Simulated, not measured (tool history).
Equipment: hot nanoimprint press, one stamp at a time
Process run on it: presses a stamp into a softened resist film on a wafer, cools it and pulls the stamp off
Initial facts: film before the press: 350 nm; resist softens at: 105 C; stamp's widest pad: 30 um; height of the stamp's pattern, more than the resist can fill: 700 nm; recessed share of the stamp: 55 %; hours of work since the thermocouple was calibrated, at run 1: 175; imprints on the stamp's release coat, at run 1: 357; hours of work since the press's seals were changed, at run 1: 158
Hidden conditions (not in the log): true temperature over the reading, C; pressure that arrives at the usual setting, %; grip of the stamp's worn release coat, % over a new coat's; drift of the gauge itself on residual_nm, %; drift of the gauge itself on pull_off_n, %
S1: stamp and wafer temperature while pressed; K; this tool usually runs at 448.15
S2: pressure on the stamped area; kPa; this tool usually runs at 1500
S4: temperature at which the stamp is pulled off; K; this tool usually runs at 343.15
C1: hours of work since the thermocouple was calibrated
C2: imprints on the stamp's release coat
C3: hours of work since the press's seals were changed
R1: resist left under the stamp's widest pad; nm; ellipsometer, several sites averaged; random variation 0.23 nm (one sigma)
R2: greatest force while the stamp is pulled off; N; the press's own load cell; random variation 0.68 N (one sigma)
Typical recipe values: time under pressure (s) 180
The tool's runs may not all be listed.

Run 1, hour 0: usual settings; C1 175; C2 357; C3 158. Result: R1 133.1 nm, R2 137.8 N.
Run 2, hour 23.4: usual settings; C1 185; C2 394; C3 168. Result: R1 133.1 nm, R2 137.6 N.
Run 3, hour 49.7: usual settings; C1 196; C2 436; C3 179. Result: R1 133.4 nm, R2 138.5 N.
Run 4, hour 64: usual settings; C1 202; C2 459; C3 185. Result: R1 133.9 nm, R2 139.9 N.
Run 5, hour 82.5: usual settings but S1 455.15 K; C1 210; C2 489; C3 193. Result: R1 97.3 nm, R2 140.4 N.
Run 6, hour 96.3: usual settings but S1 455.15 K; C1 216; C2 510; C3 199. Result: R1 97.8 nm, R2 140.3 N.
Run 7, hour 114.9: usual settings but S1 455.15 K; C1 224; C2 540; C3 207. Result: R1 98.1 nm, R2 140.8 N.
Run 8, hour 128.5: usual settings but S1 456.15 K; C1 230; C2 562; C3 213. Result: R1 93.8 nm, R2 140.6 N.
Run 9, hour 155.3: usual settings but S1 456.15 K; C1 242; C2 604; C3 225. Result: R1 93.9 nm, R2 140.8 N.
Run 10, hour 175.3: usual settings but S1 456.15 K; C1 250; C2 636; C3 233. Result: R1 94.2 nm, R2 141.6 N.
Run 11, hour 200.2: usual settings but S2 1720 kPa; C1 261; C2 676; C3 244. Result: R1 125.6 nm, R2 143.1 N.
At hour 204.9: plate thermocouple calibrated.
Run 12, hour 221.2: usual settings but S2 1720 kPa; C1 7; C2 704; C3 252. Result: R1 126.6 nm, R2 143.9 N.
Run 13, hour 245.9: usual settings but S2 1720 kPa, S4 341.15 K; C1 18; C2 744; C3 262. Result: R1 126.8 nm, R2 152.5 N.
Run 14, hour 273.2: usual settings; C1 29; C2 787; C3 274. Result: R1 135.8 nm, R2 144.3 N.
Run 15, hour 289.6: usual settings but time under pressure (s) 139; C1 36; C2 814; C3 281. Result: R1 149.9 nm, R2 146.1 N.
Run 16, hour 311.7: usual settings but time under pressure (s) 139; C1 46; C2 849; C3 291. Result: R1 149.9 nm, R2 144.3 N.
At hour 335.2: plate thermocouple calibrated, once more.
Run 17, hour 338: usual settings but time under pressure (s) 139; C1 1; C2 886; C3 301. Result: R1 147 nm, R2 144.6 N.
Run 18, hour 367.3: usual settings but S4 335.15 K; C1 14; C2 932; C3 313. Result: R1 133.5 nm, R2 177.4 N.
Run 19, hour 382.3: usual settings but S2 2390 kPa, time under pressure (s) 312, S4 335.15 K; C1 20; C2 956; C3 320. Result: R1 84.1 nm, R2 177.9 N.
Run 20, hour 397.3: usual settings but S2 1820 kPa, time under pressure (s) 159; C1 27; C2 980; C3 326. Result: R1 127.9 nm, R2 145.3 N.
Run 21, hour 419.1: usual settings but S2 1820 kPa, time under pressure (s) 159; C1 36; C2 1015; C3 335. Result: R1 127.9 nm, R2 146.1 N.
Run 22, hour 448.7: usual settings but S2 1820 kPa, time under pressure (s) 159; C1 49; C2 1062; C3 348. Result: R1 128.3 nm, R2 145.8 N.
Run 23, hour 476.1: usual settings but S2 950 kPa, S4 336.15 K; C1 61; C2 1106; C3 360. Result: R1 165.9 nm, R2 176.2 N.
Run 24, hour 500.7: usual settings but S2 950 kPa, S4 336.15 K; C1 71; C2 1145; C3 370. Result: R1 166.5 nm, R2 178.5 N.
Run 25, hour 530.4: usual settings but time under pressure (s) 148, S4 344.15 K; C1 84; C2 1192; C3 383. Result: R1 145 nm, R2 143.6 N.
Run 26, hour 552.2: usual settings but time under pressure (s) 148, S4 344.15 K; C1 93; C2 1227; C3 393. Result: R1 145.2 nm, R2 143.9 N.
Run 27, hour 578.8: usual settings but time under pressure (s) 148, S4 344.15 K; C1 105; C2 1269; C3 404. Result: R1 145.2 nm, R2 145.1 N.
At hour 603.4: stamp cleaned and given a new release coat.
Run 28, hour 607.6: usual settings but time under pressure (s) 148, S4 344.15 K; C1 115; C2 7; C3 414. Result: R1 145.5 nm, R2 129.9 N.
Run 29, hour 623.9: usual settings but S2 2260 kPa, S4 331.15 K; C1 122; C2 32; C3 421. Result: R1 110.2 nm, R2 181.5 N.

Here are 4 independent what-if runs from the current tool condition. What would each one return?
Run A, hour 651.6: usual settings but S1 438.15 K, S2 2260 kPa, S4 331.15 K; C1 133; C2 77; C3 433. Result: R1 ?, R2 ?.
Run B, hour 651.6: usual settings but S1 441.15 K, S2 1130 kPa, S4 341.15 K; C1 133; C2 77; C3 433. Result: R1 ?, R2 ?.
Run C, hour 651.6: usual settings but S2 1110 kPa, time under pressure (s) 225, S4 348.15 K; C1 133; C2 77; C3 433. Result: R1 ?, R2 ?.
Run D, hour 651.6: usual settings but S2 1070 kPa, S4 331.15 K; C1 133; C2 77; C3 433. Result: R1 ?, R2 ?.

run     R1     R2
  A    177  182.2
  B  206.8  143.6
  C  143.2  116.8
  D  157.8  182.3
Take away the tool's hidden state, keep each run's random variation, and the runs would have read:
run     R1     R2
  A  172.2  179.6
  B  202.9  141.3
  C  140.1  114.6
  D  154.6  179.8
